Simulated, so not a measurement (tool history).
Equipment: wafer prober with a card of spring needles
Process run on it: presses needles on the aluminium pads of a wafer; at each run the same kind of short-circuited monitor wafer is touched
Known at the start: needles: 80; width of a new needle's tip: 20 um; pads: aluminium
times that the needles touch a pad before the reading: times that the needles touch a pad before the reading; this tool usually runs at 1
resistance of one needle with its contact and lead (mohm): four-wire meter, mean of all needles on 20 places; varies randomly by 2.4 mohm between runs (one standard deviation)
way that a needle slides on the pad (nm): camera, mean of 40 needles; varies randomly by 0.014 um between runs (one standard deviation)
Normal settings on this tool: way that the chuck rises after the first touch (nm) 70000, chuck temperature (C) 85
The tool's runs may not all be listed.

| run | hour | way that the chuck rises after the first touch (nm) | chuck temperature (C) | times that the needles touch a pad before the reading | resistance of one needle with its contact and lead (mohm) | way that a needle slides on the pad (nm) |
|---|---|---|---|---|---|---|
| 1 | 0 | 70000 | 85 | 1 | 269 | 17540 |
|  | 17.7 | tips cleaned on abrasive film |
|  | 36.4 | tips cleaned on abrasive film |
| 2 | 39 | 70000 | 85 | 1 | 273 | 17550 |
|  | 53.9 | tips cleaned on abrasive film |
|  | 70.6 | tips cleaned on abrasive film |
|  | 88.1 | tips cleaned on abrasive film |
| 3 | 96.4 | 70000 | 85 | 1 | 273 | 17550 |
|  | 104.2 | tips cleaned on abrasive film |
|  | 122.8 | tips cleaned on abrasive film |
|  | 123.1 | height of the first contact set anew |
| 4 | 136.9 | 70000 | 85 | 2 | 272 | 17540 |
|  | 140.4 | tips cleaned on abrasive film |
|  | 157.7 | tips cleaned on abrasive film |
|  | 174.8 | tips cleaned on abrasive film |
| 5 | 174.8 | 70000 | 85 | 2 | 270 | 17540 |
|  | 193.9 | tips cleaned on abrasive film |
|  | 210.6 | tips cleaned on abrasive film |
| 6 | 217.2 | 90000 | 85 | 2 | 272 | 22520 |
|  | 228.9 | tips cleaned on abrasive film |
|  | 248 | tips cleaned on abrasive film |
| 7 | 260.2 | 90000 | 85 | 1 | 267 | 22570 |
|  | 267.3 | tips cleaned on abrasive film |
|  | 284 | tips cleaned on abrasive film |
|  | 299.9 | tips cleaned on abrasive film |
| 8 | 306.2 | 90000 | 85 | 1 | 267 | 22560 |
|  | 317.8 | tips cleaned on abrasive film |
|  | 333.9 | tips cleaned on abrasive film |
|  | 349.5 | tips cleaned on abrasive film |
|  | 365.6 | tips cleaned on abrasive film |
| 9 | 365.6 | 90000 | 85 | 1 | 268 | 22530 |
|  | 382.4 | tips cleaned on abrasive film |
|  | 400.3 | tips cleaned on abrasive film |
| 10 | 412.9 | 70000 | 85 | 1 | 271 | 17520 |
|  | 416.8 | tips cleaned on abrasive film |
|  | 434.8 | tips cleaned on abrasive film |
| 11 | 443.8 | 70000 | 85 | 2 | 279 | 17560 |
|  | 450.3 | tips cleaned on abrasive film |
|  | 450.6 | height of the first contact set anew |
|  | 468.3 | tips cleaned on abrasive film |
|  | 485.9 | tips cleaned on abrasive film |
| 12 | 485.9 | 70000 | 85 | 1 | 270 | 17540 |
|  | 505.3 | tips cleaned on abrasive film |
| 13 | 519.3 | 70000 | 85 | 1 | 271 | 17540 |
|  | 522.7 | tips cleaned on abrasive film |
|  | 539.8 | tips cleaned on abrasive film |
|  | 558.4 | tips cleaned on abrasive film |
|  | 576.2 | tips cleaned on abrasive film |
| 14 | 582.4 | 70000 | 85 | 1 | 273 | 17540 |
|  | 592.9 | tips cleaned on abrasive film |
|  | 610.9 | tips cleaned on abrasive film |
|  | 626.4 | tips cleaned on abrasive film |
| 15 | 627.2 | 70000 | 85 | 1 | 271 | 17510 |
|  | 644.1 | tips cleaned on abrasive film |
|  | 661.8 | tips cleaned on abrasive film |
| 16 | 666.7 | 53000 | 59 | 3 | 269 | 13270 |

What will run 17 give?
|  | 677.4 | tips cleaned on abrasive film |
|  | 695 | tips cleaned on abrasive film |
| 17 | 708.6 | 53000 | 59 | 2 | ? | ? |

Run 17 yielded resistance of one needle with its contact and lead (mohm) 266, way that a needle slides on the pad (nm) 13300.
Without the tool's hidden state the same run would have given resistance of one needle with its contact and lead (mohm) 265, way that a needle slides on the pad (nm) 13300.
